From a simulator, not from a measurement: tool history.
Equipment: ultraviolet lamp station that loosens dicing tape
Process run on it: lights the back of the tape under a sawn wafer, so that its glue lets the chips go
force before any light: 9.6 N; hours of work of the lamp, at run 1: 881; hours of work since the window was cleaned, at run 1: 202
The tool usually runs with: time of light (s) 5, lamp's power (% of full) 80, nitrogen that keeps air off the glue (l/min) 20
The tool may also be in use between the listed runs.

run,hour,time of light (s),lamp's power (% of full),nitrogen that keeps air off the glue (l/min),hours of work of the lamp,hours of work since the window was cleaned,force that peels the tape off (N),light that reached the tape (mJ/cm2)
1,0.0,5,80,20,881,202,1.549,425
2,30.4,5,80,20,900,221,1.626,419
3,103.8,5,80,20,945,266,1.598,416
4,167.7,5,80,23,984,306,1.488,408
5,215.8,5,80,20,1014,336,1.679,409
6,289.4,5,80,10,1060,381,2.448,400
7,319.5,5,80,20,1078,400,1.713,394
8,362.6,5,80,20,1105,426,1.727,392
9,418.6,5,80,20,1139,461,1.733,384
10,488.1,5,80,20,1182,504,1.860,374
11,559.1,5,80,12,1226,548,2.476,371
12,616.0,5,80,15,1261,583,2.203,360
13,646.5,5,74,15,1280,602,2.551,333
14,712.8,5,80,20,1321,643,2.044,360
15,749.0,5,80,20,1343,665,2.042,355
# hour 755.4: window cleaned of glue's vapour
# hour 793.0: lamp changed
16,814.0,5,80,20,13,36,0.976,535
17,885.3,5,80,20,57,80,1.045,525
18,938.2,5,80,20,90,112,1.060,517
19,980.1,7,80,20,116,138,0.550,723
20,1018.7,7,79,20,139,162,0.587,710
21,1091.2,2,61,37,184,207,4.325,153
22,1144.2,6,65,33,217,240,0.930,488
23,1207.5,5,72,20,256,279,1.371,445
24,1262.1,5,72,20,290,312,1.434,438
25,1333.6,7,86,28,334,357,0.440,715
26,1397.5,7,86,28,373,396,0.428,714
27,1467.0,4,80,13,416,439,2.351,369
28,1539.9,9,62,15,461,484,0.851,642
29,1612.4,9,62,15,506,529,0.918,632
30,1649.8,9,62,15,529,552,0.891,619
31,1715.6,8,81,9,570,592,1.015,714
32,1778.4,9,94,35,609,631,0.272,917
33,1819.0,2,94,8,634,656,5.039,198

Consider 4 possible next runs. They are alternatives, not a sequence: every one starts from the tool as it was left by run 33. What does each give?
# hour 1835.4: window cleaned of glue's vapour
A,1850.6,2,94,30,653,9,?,?
# hour 1835.4: window cleaned of glue's vapour
B,1850.6,2,72,11,653,9,?,?
# hour 1835.4: window cleaned of glue's vapour
C,1850.6,3,67,8,653,9,?,?
# hour 1835.4: window cleaned of glue's vapour
D,1850.6,3,78,18,653,9,?,?

run,force that peels the tape off (N),light that reached the tape (mJ/cm2)
A,3.345,219
B,5.306,162
C,4.576,234
D,2.895,270
Without the tool's hidden state the same runs would have given:
run,force that peels the tape off (N),light that reached the tape (mJ/cm2)
A,2.788,257
B,4.790,191
C,4.034,275
D,2.388,317
